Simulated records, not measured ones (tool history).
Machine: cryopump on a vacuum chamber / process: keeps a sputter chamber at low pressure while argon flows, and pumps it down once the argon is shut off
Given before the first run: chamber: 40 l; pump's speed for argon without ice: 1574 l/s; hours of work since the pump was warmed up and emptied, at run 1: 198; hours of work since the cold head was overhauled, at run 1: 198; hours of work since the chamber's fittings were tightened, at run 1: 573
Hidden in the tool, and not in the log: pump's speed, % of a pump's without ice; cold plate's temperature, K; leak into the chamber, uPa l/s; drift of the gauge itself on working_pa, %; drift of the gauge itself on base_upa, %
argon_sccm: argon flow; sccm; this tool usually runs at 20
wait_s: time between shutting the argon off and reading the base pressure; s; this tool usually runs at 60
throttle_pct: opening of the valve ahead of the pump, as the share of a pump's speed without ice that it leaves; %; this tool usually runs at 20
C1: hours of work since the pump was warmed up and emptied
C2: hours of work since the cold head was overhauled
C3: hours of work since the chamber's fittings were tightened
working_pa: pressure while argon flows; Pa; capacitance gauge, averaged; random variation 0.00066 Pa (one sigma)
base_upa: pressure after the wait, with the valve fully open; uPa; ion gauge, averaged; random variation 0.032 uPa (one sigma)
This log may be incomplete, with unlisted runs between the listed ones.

Run 1, hour 0.0: usual settings; C1 198; C2 198; C3 573. Result: working_pa 0.1107 Pa, base_upa 2.69 uPa.
Run 2, hour 29.5: usual settings; C1 218; C2 218; C3 593. Result: working_pa 0.1107 Pa, base_upa 2.74 uPa.
Run 3, hour 78.0: usual settings; C1 250; C2 250; C3 625. Result: working_pa 0.1119 Pa, base_upa 2.82 uPa.
Run 4, hour 126.4: usual settings but argon_sccm 16 sccm; C1 282; C2 282; C3 657. Result: working_pa 0.0899 Pa, base_upa 2.90 uPa.
Run 5, hour 155.6: usual settings but argon_sccm 16 sccm; C1 302; C2 302; C3 677. Result: working_pa 0.0893 Pa, base_upa 3.08 uPa.
Run 6, hour 203.8: usual settings but wait_s 35 s; C1 334; C2 334; C3 709. Result: working_pa 0.1125 Pa, base_upa 4.06 uPa.
Run 7, hour 238.7: usual settings but wait_s 35 s; C1 358; C2 358; C3 733. Result: working_pa 0.1123 Pa, base_upa 4.16 uPa.
Run 8, hour 268.5: usual settings but argon_sccm 16 sccm; C1 378; C2 378; C3 753. Result: working_pa 0.0914 Pa, base_upa 3.17 uPa.
Run 9, hour 309.7: usual settings but argon_sccm 16 sccm; C1 405; C2 405; C3 780. Result: working_pa 0.0914 Pa, base_upa 3.36 uPa.
Run 10, hour 353.3: usual settings but argon_sccm 16 sccm; C1 434; C2 434; C3 809. Result: working_pa 0.0916 Pa, base_upa 3.42 uPa.
Run 11, hour 395.8: usual settings but argon_sccm 16 sccm; C1 463; C2 463; C3 838. Result: working_pa 0.0922 Pa, base_upa 3.43 uPa.
Run 12, hour 430.7: usual settings; C1 486; C2 486; C3 861. Result: working_pa 0.1151 Pa, base_upa 3.57 uPa.
Run 13, hour 465.7: usual settings but throttle_pct 17 %; C1 509; C2 509; C3 884. Result: working_pa 0.1354 Pa, base_upa 3.68 uPa.
Run 14, hour 511.9: usual settings but argon_sccm 26 sccm, throttle_pct 17 %; C1 540; C2 540; C3 915. Result: working_pa 0.1770 Pa, base_upa 3.86 uPa.
Run 15, hour 534.8: usual settings but argon_sccm 24 sccm; C1 556; C2 556; C3 931. Result: working_pa 0.1412 Pa, base_upa 3.79 uPa.
Run 16, hour 569.6: usual settings; C1 579; C2 579; C3 954. Result: working_pa 0.1171 Pa, base_upa 4.03 uPa.
Run 17, hour 617.5: usual settings but argon_sccm 19 sccm; C1 611; C2 611; C3 986. Result: working_pa 0.1112 Pa, base_upa 4.15 uPa.
At hour 652.3: pump warmed up, emptied and cooled again.
Run 18, hour 669.7: usual settings but argon_sccm 19 sccm; C1 12; C2 642; C3 1017. Result: working_pa 0.1020 Pa, base_upa 3.27 uPa.
Run 19, hour 699.9: usual settings but argon_sccm 27 sccm, wait_s 147 s, throttle_pct 33 %; C1 32; C2 663; C3 1038. Result: working_pa 0.0893 Pa, base_upa 2.44 uPa.
Run 20, hour 729.0: usual settings but argon_sccm 8 sccm, wait_s 120 s, throttle_pct 47 %; C1 51; C2 682; C3 1057. Result: working_pa 0.0183 Pa, base_upa 2.73 uPa.
Run 21, hour 778.8: usual settings but argon_sccm 9 sccm, wait_s 140 s; C1 85; C2 715; C3 1090. Result: working_pa 0.0489 Pa, base_upa 2.62 uPa.
Run 22, hour 801.0: usual settings but argon_sccm 23 sccm, wait_s 140 s, throttle_pct 21 %; C1 99; C2 730; C3 1105. Result: working_pa 0.1192 Pa, base_upa 2.61 uPa.
Run 23, hour 830.2: usual settings but argon_sccm 33 sccm, wait_s 270 s, throttle_pct 42 %; C1 119; C2 750; C3 1125. Result: working_pa 0.0870 Pa, base_upa 2.55 uPa.
Run 24, hour 880.0: usual settings but wait_s 147 s; C1 152; C2 783; C3 1158. Result: working_pa 0.1096 Pa, base_upa 2.82 uPa.
Run 25, hour 918.0: usual settings but argon_sccm 29 sccm, wait_s 111 s, throttle_pct 43 %; C1 178; C2 809; C3 1184. Result: working_pa 0.0757 Pa, base_upa 3.05 uPa.
Run 26, hour 947.6: usual settings but wait_s 39 s, throttle_pct 40 %; C1 198; C2 828; C3 1203. Result: working_pa 0.0575 Pa, base_upa 4.52 uPa.
Run 27, hour 988.3: usual settings but argon_sccm 11 sccm, wait_s 273 s; C1 225; C2 856; C3 1231. Result: working_pa 0.0605 Pa, base_upa 2.80 uPa.
Run 28, hour 1021.5: usual settings but argon_sccm 11 sccm, wait_s 273 s, throttle_pct 18 %; C1 247; C2 878; C3 1253. Result: working_pa 0.0685 Pa, base_upa 2.86 uPa.
Run 29, hour 1071.7: usual settings but argon_sccm 11 sccm, wait_s 273 s, throttle_pct 18 %; C1 280; C2 911; C3 1286. Result: working_pa 0.0677 Pa, base_upa 2.92 uPa.
Run 30, hour 1097.9: usual settings but argon_sccm 26 sccm, wait_s 26 s; C1 298; C2 929; C3 1304. Result: working_pa 0.1467 Pa, base_upa 6.07 uPa.
Run 31, hour 1126.8: usual settings but argon_sccm 12 sccm, wait_s 137 s, throttle_pct 48 %; C1 317; C2 948; C3 1323. Result: working_pa 0.0291 Pa, base_upa 3.33 uPa.
Run 32, hour 1170.8: usual settings but argon_sccm 12 sccm, wait_s 137 s, throttle_pct 48 %; C1 347; C2 978; C3 1353. Result: working_pa 0.0304 Pa, base_upa 3.55 uPa.
Run 33, hour 1211.1: usual settings but argon_sccm 12 sccm, wait_s 137 s, throttle_pct 48 %; C1 374; C2 1005; C3 1380. Result: working_pa 0.0304 Pa, base_upa 3.57 uPa.
Run 34, hour 1238.0: usual settings but argon_sccm 12 sccm, wait_s 137 s, throttle_pct 48 %; C1 392; C2 1022; C3 1398. Result: working_pa 0.0305 Pa, base_upa 3.68 uPa.
Run 35, hour 1281.5: usual settings but argon_sccm 12 sccm, wait_s 137 s, throttle_pct 48 %; C1 421; C2 1052; C3 1427. Result: working_pa 0.0302 Pa, base_upa 3.79 uPa.

3 ways to go on from here, each from the tool as it stands after run 35. What would each give?
Run A, hour 1310.4: usual settings but argon_sccm 9 sccm, wait_s 174 s, throttle_pct 15 %; C1 440; C2 1071; C3 1446. Result: working_pa ?, base_upa ?.
Run B, hour 1310.4: usual settings but argon_sccm 12 sccm, wait_s 182 s, throttle_pct 59 %; C1 440; C2 1071; C3 1446. Result: working_pa ?, base_upa ?.
Run C, hour 1310.4: usual settings but argon_sccm 12 sccm, wait_s 257 s, throttle_pct 50 %; C1 440; C2 1071; C3 1446. Result: working_pa ?, base_upa ?.

run  working_pa  base_upa
  A      0.0677      3.79
  B      0.0264      3.80
  C      0.0303      3.71
Stripped of hidden state, with their random variation kept, the same runs would have yielded:
run  working_pa  base_upa
  A      0.0644      0.68
  B      0.0220      0.68
  C      0.0259      0.54
